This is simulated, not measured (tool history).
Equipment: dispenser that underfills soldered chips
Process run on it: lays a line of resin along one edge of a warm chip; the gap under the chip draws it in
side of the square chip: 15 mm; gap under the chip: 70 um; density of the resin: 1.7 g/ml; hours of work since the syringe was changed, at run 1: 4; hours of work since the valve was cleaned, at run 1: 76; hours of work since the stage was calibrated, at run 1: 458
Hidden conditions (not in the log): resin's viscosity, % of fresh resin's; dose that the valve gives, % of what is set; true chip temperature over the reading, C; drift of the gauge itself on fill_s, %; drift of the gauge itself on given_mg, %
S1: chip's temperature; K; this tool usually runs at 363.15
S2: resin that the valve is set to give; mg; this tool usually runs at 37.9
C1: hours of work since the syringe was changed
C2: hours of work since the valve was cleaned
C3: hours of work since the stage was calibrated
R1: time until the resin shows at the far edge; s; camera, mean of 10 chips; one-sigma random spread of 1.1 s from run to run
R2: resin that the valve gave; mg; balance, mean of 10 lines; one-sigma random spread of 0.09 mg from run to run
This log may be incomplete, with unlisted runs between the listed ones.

run	hour	S1	S2	C1	C2	C3	R1	R2
1	0.0	363.15	37.9	4	76	458	138.6	36.71
# hour 8.3: new syringe of resin
2	8.4	363.15	37.9	0	81	464	113.0	36.62
# hour 12.5: dispensing valve cleaned and set on the balance
3	16.6	363.15	37.9	5	3	468	145.5	37.85
# hour 23.2: new syringe of resin
4	26.3	365.15	37.9	2	9	475	117.3	37.76
# hour 37.6: new syringe of resin
5	38.5	365.15	37.9	1	17	482	105.5	37.73
6	48.3	365.15	37.9	7	23	489	152.8	37.68
# hour 51.4: new syringe of resin
7	63.3	365.15	37.9	8	33	498	159.8	37.33
# hour 65.9: new syringe of resin
8	75.1	352.15	37.9	6	40	506	244.1	37.18
# hour 79.8: new syringe of resin
9	91.5	363.15	37.9	8	51	516	174.7	37.02
# hour 94.0: new syringe of resin
10	99.9	363.15	42.5	4	56	522	139.6	41.70
# hour 107.9: new syringe of resin
11	113.7	356.15	41.8	4	65	530	181.0	40.59
# hour 122.8: new syringe of resin
12	130.4	357.15	47.6	5	75	541	183.8	46.20
# hour 137.1: new syringe of resin
# hour 144.2: dispensing valve cleaned and set on the balance
13	145.1	367.15	45.6	5	1	550	124.3	45.49
# hour 151.9: new syringe of resin
14	153.6	367.15	45.6	1	6	555	102.8	45.46
# hour 165.7: new syringe of resin
15	165.7	363.15	32.8	0	14	563	118.6	32.54
16	177.2	363.15	32.8	7	21	570	176.5	32.35
# hour 179.7: new syringe of resin
17	184.7	363.15	46.8	3	26	575	134.6	46.39

Predict the results of run 18:
# hour 193.7: new syringe of resin
18	201.5	363.15	46.8	5	37	586	?	?

{"run 18": {"R1": 146.0, "R2": 45.85}}
With the hidden condition absent and the run-to-run variation left alone, this run would have shown R1 104.5 s, R2 46.60 mg.

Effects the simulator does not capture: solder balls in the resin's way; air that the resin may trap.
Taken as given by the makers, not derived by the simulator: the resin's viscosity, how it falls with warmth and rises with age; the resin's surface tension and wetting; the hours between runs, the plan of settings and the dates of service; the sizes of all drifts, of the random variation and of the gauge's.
